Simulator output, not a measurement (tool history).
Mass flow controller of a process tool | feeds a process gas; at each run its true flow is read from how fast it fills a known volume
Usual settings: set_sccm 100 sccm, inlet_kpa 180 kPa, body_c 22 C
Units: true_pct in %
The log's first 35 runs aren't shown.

run	hour	set_sccm	inlet_kpa	body_c	hours of work since the controller was set to zero	hours of work since the controller was changed	true_pct
36	6605.7	100	257	32	3008	8127	96.7
37	6825.2	119	165	28	3120	8239	97.85
38	6935.3	119	165	28	3176	8295	97.77
39	7177.6	119	262	31	3300	8418	96.66
40	7284.2	119	207	31	3354	8473	96.94
41	7388	100	235	22	3407	8526	97.4
42	7623.9	100	235	22	3527	8646	97.16
43	7836.7	100	235	22	3635	8754	97.13
44	7941.4	86	172	22	3689	8808	97.26
45	8127.3	120	142	39	3783	8902	96.19
46	8281	120	142	39	3862	8981	96.22
47	8443.9	120	200	22	3945	9064	97.32

4 ways to go on from here, each from the tool as it stands after run 47. What would each give?
A	8580.2	120	200	34	4014	9133	?
B	8580.2	73	164	28	4014	9133	?
C	8580.2	143	191	25	4014	9133	?
D	8580.2	100	144	28	4014	9133	?

run	true_pct
A	96.03
B	96.29
C	97.34
D	96.69
Without the tool's hidden state the same runs would have given:
run	true_pct
A	97.97
B	98.24
C	99.3
D	98.64
